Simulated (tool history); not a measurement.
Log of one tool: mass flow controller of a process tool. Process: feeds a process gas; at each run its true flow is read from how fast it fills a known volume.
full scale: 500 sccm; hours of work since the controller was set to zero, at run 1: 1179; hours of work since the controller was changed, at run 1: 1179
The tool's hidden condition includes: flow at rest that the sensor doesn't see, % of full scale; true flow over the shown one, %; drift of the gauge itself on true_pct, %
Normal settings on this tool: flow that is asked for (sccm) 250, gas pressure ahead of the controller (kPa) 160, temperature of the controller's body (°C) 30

run    hour  flow that is asked for (sccm)  gas pressure ahead of the controller (kPa)  temperature of the controller's body (°C)  hours of work since the controller was set to zero  hours of work since the controller was changed  true flow (%)
  1     0.0                            250                                         160                                         30                                                1179                                            1179         100.07
  2    88.1                            250                                         160                                         30                                                1208                                            1208         100.04
  3   265.2                            250                                         160                                         30                                                1265                                            1265          99.82
  4   402.8                            250                                         160                                         29                                                1310                                            1310          99.76
  5   615.9                            250                                         160                                         29                                                1379                                            1379          99.70
  6   827.4                            250                                         186                                         29                                                1447                                            1447          99.32
  7   978.9                            250                                         186                                         24                                                1496                                            1496          98.81
  8  1119.5                            250                                         145                                         30                                                1542                                            1542          99.59
  9  1314.4                             97                                         160                                         30                                                1605                                            1605          99.17
 10  1494.5                             97                                         160                                         33                                                1664                                            1664          99.17
 11  1611.6                             97                                         160                                         33                                                1702                                            1702          99.10
 12  1734.9                             91                                         160                                         30                                                1742                                            1742          98.86
 13  1841.3                             91                                         160                                         30                                                1776                                            1776          98.66
 14  1997.6                             91                                         160                                         30                                                1827                                            1827          98.60
 15  2121.2                             91                                         160                                         30                                                1867                                            1867          98.52
 16  2270.2                             91                                         160                                         30                                                1915                                            1915          98.56
 17  2461.2                             91                                         160                                         30                                                1977                                            1977          98.38
 18  2587.0                             91                                         160                                         23                                                2018                                            2018          97.87
 19  2747.4                             91                                         160                                         23                                                2070                                            2070          97.79
 20  2940.8                             91                                         160                                         23                                                2133                                            2133          97.73
 21  3098.7                             91                                         197                                         23                                                2184                                            2184          97.43
 22  3204.5                             91                                         197                                         23                                                2218                                            2218          97.39
 23  3356.5                             91                                         197                                         23                                                2267                                            2267          97.24
 24  3514.4                            451                                         160                                         23                                                2319                                            2319          98.23
 25  3695.9                            451                                         160                                         23                                                2377                                            2377          98.28
 26  3824.0                            250                                         201                                         30                                                2419                                            2419          98.02
 27  3960.3                            250                                         201                                         30                                                2463                                            2463          97.87
 28  4077.2                            118                                         223                                         22                                                2501                                            2501          96.85
 29  4239.0                             94                                         223                                         22                                                2553                                            2553          96.57
 30  4418.4                             94                                         223                                         37                                                2612                                            2612          97.56
 31  4608.2                             94                                         140                                         35                                                2673                                            2673          98.11
 32  4817.8                             87                                         203                                         22                                                2741                                            2741          96.40
 33  4946.1                            250                                         244                                         27                                                2783                                            2783          96.76
 34  5044.8                            250                                         244                                         27                                                2815                                            2815          96.74
 35  5237.8                            263                                         244                                         27                                                2877                                            2877          96.74
 36  5417.4                            191                                         160                                         30                                                2936                                            2936          97.32
 37  5625.6                             56                                         220                                         33                                                3003                                            3003          96.59
     5756.7  -- gauge calibrated
 38  5802.4                             56                                         220                                         33                                                3060                                            3060          99.43
 39  5982.0                            413                                         227                                         30                                                3119                                            3119          99.90
 40  6082.2                            413                                         227                                         30                                                3151                                            3151          99.84
 41  6175.4                            413                                         227                                         30                                                3181                                            3181          99.80
 42  6328.5                            122                                         182                                         21                                                3231                                            3231          98.61
 43  6537.0                            122                                         182                                         21                                                3299                                            3299          98.50
 44  6675.5                             52                                         166                                         31                                                3343                                            3343          99.13
 45  6830.1                             59                                         160                                         34                                                3394                                            3394          99.48
 46  6964.4                            297                                         148                                         21                                                3437                                            3437          99.02

Run by run, hidden condition taken away, random variation retained:
run  true flow (%)
  1         100.07
  2         100.08
  3          99.95
  4          99.96
  5         100.00
  6          99.72
  7          99.28
  8         100.13
  9          99.80
 10          99.89
 11          99.88
 12          99.70
 13          99.54
 14          99.56
 15          99.54
 16          99.66
 17          99.57
 18          99.11
 19          99.11
 20          99.15
 21          98.92
 22          98.93
 23          98.85
 24          99.95
 25         100.08
 26          99.89
 27          99.79
 28          98.80
 29          98.60
 30          99.70
 31         100.35
 32          98.71
 33          99.15
 34          99.18
 35          99.28
 36          99.96
 37          99.30
 38          99.43
 39         100.01
 40         100.00
 41         100.01
 42          98.88
 43          98.86
 44          99.54
 45          99.98
 46          99.60
